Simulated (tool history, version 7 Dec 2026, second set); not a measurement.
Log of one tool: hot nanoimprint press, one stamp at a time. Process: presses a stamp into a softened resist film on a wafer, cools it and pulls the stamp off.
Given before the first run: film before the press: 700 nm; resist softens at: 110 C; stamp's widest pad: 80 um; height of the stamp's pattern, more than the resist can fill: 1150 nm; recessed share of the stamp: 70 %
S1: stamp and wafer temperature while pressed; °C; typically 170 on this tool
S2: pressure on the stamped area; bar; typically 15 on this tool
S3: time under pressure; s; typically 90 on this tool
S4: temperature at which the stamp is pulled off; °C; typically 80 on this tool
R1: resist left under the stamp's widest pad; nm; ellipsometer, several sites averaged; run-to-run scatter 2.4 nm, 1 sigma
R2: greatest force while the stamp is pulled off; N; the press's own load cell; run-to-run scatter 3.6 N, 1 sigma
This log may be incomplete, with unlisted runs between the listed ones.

run 1 hour=0 | S1=170 S2=15 S3=90 S4=80 | R1=403.9 R2=173
run 2 hour=22.6 | S1=170 S2=15 S3=90 S4=80 | R1=403.8 R2=179
run 3 hour=50.3 | S1=170 S2=15 S3=90 S4=80 | R1=402.2 R2=177
run 4 hour=72.2 | S1=170 S2=15 S3=90 S4=80 | R1=406.8 R2=185
run 5 hour=95.4 | S1=170 S2=15 S3=90 S4=80 | R1=407.5 R2=182
run 6 hour=115 | S1=170 S2=15 S3=90 S4=80 | R1=405.5 R2=181
run 7 hour=144.1 | S1=170 S2=15 S3=177 S4=80 | R1=318.2 R2=192
run 8 hour=172.8 | S1=170 S2=15 S3=100 S4=80 | R1=399.1 R2=185
run 9 hour=193.6 | S1=170 S2=15 S3=100 S4=80 | R1=393.8 R2=194
run 10 hour=211.8 | S1=170 S2=15 S3=74 S4=80 | R1=436.6 R2=193
run 11 hour=224.1 | S1=170 S2=15 S3=90 S4=80 | R1=408.7 R2=193
run 12 hour=242.7 | S1=170 S2=15 S3=90 S4=80 | R1=411.4 R2=199
run 13 hour=257.3 | S1=170 S2=15 S3=90 S4=80 | R1=413.2 R2=201
run 14 hour=286.7 | S1=170 S2=15 S3=90 S4=80 | R1=413.6 R2=202
run 15 hour=315.7 | S1=170 S2=15 S3=90 S4=80 | R1=413.9 R2=209
run 16 hour=330.7 | S1=170 S2=15 S3=58 S4=75 | R1=472.9 R2=231
run 17 hour=347 | S1=170 S2=17.3 S3=100 S4=80 | R1=382.9 R2=205
run 18 hour=374.3 | S1=178 S2=15 S3=179 S4=80 | R1=207.7 R2=218
run 19 hour=399.8 | S1=178 S2=15 S3=179 S4=73 | R1=205.9 R2=251
run 20 hour=427.6 | S1=164 S2=14.4 S3=179 S4=73 | R1=455.2 R2=245
run 21 hour=442.3 | S1=161 S2=14.9 S3=90 S4=67 | R1=583.7 R2=286
run 22 hour=466.5 | S1=170 S2=15 S3=73 S4=68 | R1=442.4 R2=287
run 23 hour=488.4 | S1=160 S2=19 S3=54 S4=68 | R1=617.2 R2=288
-- hour=504.5 stamp cleaned and given a new release coat
run 24 hour=510 | S1=182 S2=20.6 S3=54 S4=68 | R1=245.3 R2=227
run 25 hour=534 | S1=182 S2=20.6 S3=54 S4=68 | R1=241.7 R2=231
-- hour=554.4 press's hydraulic seals changed and the load cell set to zero
run 26 hour=561.5 | S1=170 S2=15 S3=47 S4=77 | R1=493.2 R2=194
run 27 hour=588.5 | S1=170 S2=11.9 S3=59 S4=80 | R1=504.7 R2=183
-- hour=607.5 plate thermocouple calibrated
run 28 hour=612 | S1=170 S2=18.1 S3=167 S4=80 | R1=293.8 R2=180
run 29 hour=630.7 | S1=170 S2=18.1 S3=167 S4=80 | R1=291.5 R2=181

Below are 5 alternative next runs, each starting from the tool's condition after run 29. Predict each:
run A hour=655.8 | S1=170 S2=9.8 S3=115 S4=82 | R1=? R2=?
run B hour=655.8 | S1=171 S2=17.8 S3=167 S4=80 | R1=? R2=?
run C hour=655.8 | S1=175 S2=10.7 S3=56 S4=80 | R1=? R2=?
run D hour=655.8 | S1=178 S2=18.1 S3=117 S4=85 | R1=? R2=?
run E hour=655.8 | S1=170 S2=11.4 S3=167 S4=80 | R1=? R2=?

run=A R1=424.1 R2=176
run=B R1=277.5 R2=181
run=C R1=415.3 R2=181
run=D R1=215.5 R2=157
run=E R1=352.4 R2=189
Stripped of hidden state, with their random variation kept, the same runs would have yielded:
run=A R1=425.1 R2=164
run=B R1=278.3 R2=168
run=C R1=416.2 R2=169
run=D R1=216.1 R2=146
run=E R1=353.3 R2=176
